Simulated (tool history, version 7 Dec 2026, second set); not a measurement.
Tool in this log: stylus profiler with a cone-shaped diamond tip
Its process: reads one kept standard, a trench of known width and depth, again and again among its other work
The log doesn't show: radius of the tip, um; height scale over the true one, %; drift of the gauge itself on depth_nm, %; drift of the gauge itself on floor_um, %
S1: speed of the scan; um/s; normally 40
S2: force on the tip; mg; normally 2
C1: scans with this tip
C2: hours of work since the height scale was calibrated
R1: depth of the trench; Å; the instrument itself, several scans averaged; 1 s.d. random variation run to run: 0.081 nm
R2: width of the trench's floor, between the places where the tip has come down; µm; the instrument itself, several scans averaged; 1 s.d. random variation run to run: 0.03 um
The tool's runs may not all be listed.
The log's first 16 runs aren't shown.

run 17 hour=595 | S1=25 S2=2.29 | C1=8048 C2=1226 | R1=1011.9 R2=17.78
run 18 hour=631.3 | S1=64 S2=4.73 | C1=8186 C2=1248 | R1=1019.9 R2=17.74
run 19 hour=656.4 | S1=64 S2=4.73 | C1=8283 C2=1262 | R1=1021.7 R2=17.75
run 20 hour=686.5 | S1=24 S2=1.28 | C1=8398 C2=1280 | R1=1007.8 R2=17.84
run 21 hour=718.8 | S1=22 S2=1.48 | C1=8521 C2=1299 | R1=1008.5 R2=17.8
run 22 hour=744.9 | S1=27 S2=4.19 | C1=8621 C2=1314 | R1=1019.2 R2=17.91
run 23 hour=777.9 | S1=27 S2=4.19 | C1=8748 C2=1333 | R1=1020.2 R2=17.86
run 24 hour=801.7 | S1=109 S2=1.19 | C1=8839 C2=1347 | R1=1010.3 R2=17.09
run 25 hour=847.4 | S1=32 S2=2.32 | C1=9014 C2=1374 | R1=1013.1 R2=17.74
run 26 hour=885.1 | S1=32 S2=2.32 | C1=9158 C2=1396 | R1=1012.7 R2=17.82
run 27 hour=924.5 | S1=40 S2=4.69 | C1=9308 C2=1419 | R1=1020.1 R2=17.85
run 28 hour=953.2 | S1=40 S2=4.69 | C1=9418 C2=1435 | R1=1019.9 R2=17.86
run 29 hour=986 | S1=122 S2=0.94 | C1=9544 C2=1454 | R1=1006.8 R2=16.85
run 30 hour=1012.1 | S1=122 S2=0.94 | C1=9644 C2=1470 | R1=1006.9 R2=16.84

Branching from run 30: 5 alternative next runs. What would each branch give?
run A hour=1033.7 | S1=42 S2=0.94 | C1=9726 C2=1482 | R1=? R2=?
run B hour=1033.7 | S1=110 S2=1.2 | C1=9726 C2=1482 | R1=? R2=?
run C hour=1033.7 | S1=28 S2=2.28 | C1=9726 C2=1482 | R1=? R2=?
run D hour=1033.7 | S1=123 S2=2 | C1=9726 C2=1482 | R1=? R2=?
run E hour=1033.7 | S1=21 S2=3.66 | C1=9726 C2=1482 | R1=? R2=?

run=A R1=1006.3 R2=17.59
run=B R1=1008.3 R2=17.07
run=C R1=1013.2 R2=17.84
run=D R1=1010.2 R2=17.17
run=E R1=1018.1 R2=17.93
With no hidden state in the tool, these same runs would have given:
run=A R1=1006.1 R2=17.6
run=B R1=1008.1 R2=17.08
run=C R1=1013 R2=17.86
run=D R1=1010.1 R2=17.19
run=E R1=1018 R2=17.95
